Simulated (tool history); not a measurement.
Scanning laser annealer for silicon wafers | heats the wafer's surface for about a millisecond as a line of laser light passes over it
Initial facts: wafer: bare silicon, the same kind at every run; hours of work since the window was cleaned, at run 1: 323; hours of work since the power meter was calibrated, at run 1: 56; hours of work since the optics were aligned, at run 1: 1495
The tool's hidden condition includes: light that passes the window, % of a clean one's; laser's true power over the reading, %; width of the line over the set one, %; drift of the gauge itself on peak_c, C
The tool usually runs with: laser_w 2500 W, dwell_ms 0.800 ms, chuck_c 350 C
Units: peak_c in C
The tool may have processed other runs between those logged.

run,hour,laser_w,dwell_ms,chuck_c,hours of work since the window was cleaned,hours of work since the power meter was calibrated,hours of work since the optics were aligned,peak_c
1,0.0,2500,0.800,350,323,56,1495,1098
2,32.4,2126,0.800,350,346,79,1519,972
3,73.1,2126,0.800,350,375,109,1548,971
4,105.3,2392,0.800,350,398,132,1571,1059
5,134.3,2392,0.800,350,419,153,1592,1059
6,169.4,2392,0.699,350,445,178,1618,1018
# hour 197.8: window over the wafer cleaned
7,199.6,2392,0.699,350,1,198,1638,1021
8,222.3,2392,0.699,350,18,215,1654,1018
9,261.6,2500,0.800,350,46,243,1682,1097
10,292.4,2500,0.800,350,68,265,1705,1098
11,334.9,2500,0.952,350,99,296,1735,1155
12,374.0,2500,0.800,350,127,324,1763,1097
# hour 421.2: optics aligned, line set to its width
13,428.4,2500,0.800,350,163,360,5,1098
14,468.4,2500,0.888,322,191,388,34,1104
15,508.0,2500,0.667,350,220,417,63,1037
16,545.8,2187,0.716,350,247,444,90,961
17,568.5,2324,0.828,361,264,461,106,1058
18,617.4,2324,0.828,361,299,496,141,1062
19,646.2,2536,0.562,387,319,517,162,1035
20,674.7,2132,0.833,325,340,537,183,962
21,720.6,2132,0.833,325,373,570,216,961
22,746.8,2618,0.865,325,392,589,235,1141
23,797.5,2668,0.662,383,428,626,271,1122
24,821.5,2228,0.733,384,446,643,288,1019

Consider 5 possible next runs. They are alternatives, not a sequence: every one starts from the tool as it was left by run 24. What does each give?
# hour 849.0: window over the wafer cleaned
A,849.0,2667,0.976,348,0,661,307,?
# hour 849.0: window over the wafer cleaned
B,849.0,2539,0.800,350,0,661,307,?
# hour 849.0: window over the wafer cleaned
C,849.0,2499,0.720,329,0,661,307,?
# hour 849.0: window over the wafer cleaned
D,849.0,2439,0.733,365,0,661,307,?
# hour 849.0: window over the wafer cleaned
E,849.0,2477,0.723,338,0,661,307,?

run,peak_c
A,1231
B,1111
C,1041
D,1061
E,1045
Had the tool no hidden state, the same runs would have come out as:
run,peak_c
A,1231
B,1111
C,1041
D,1061
E,1045
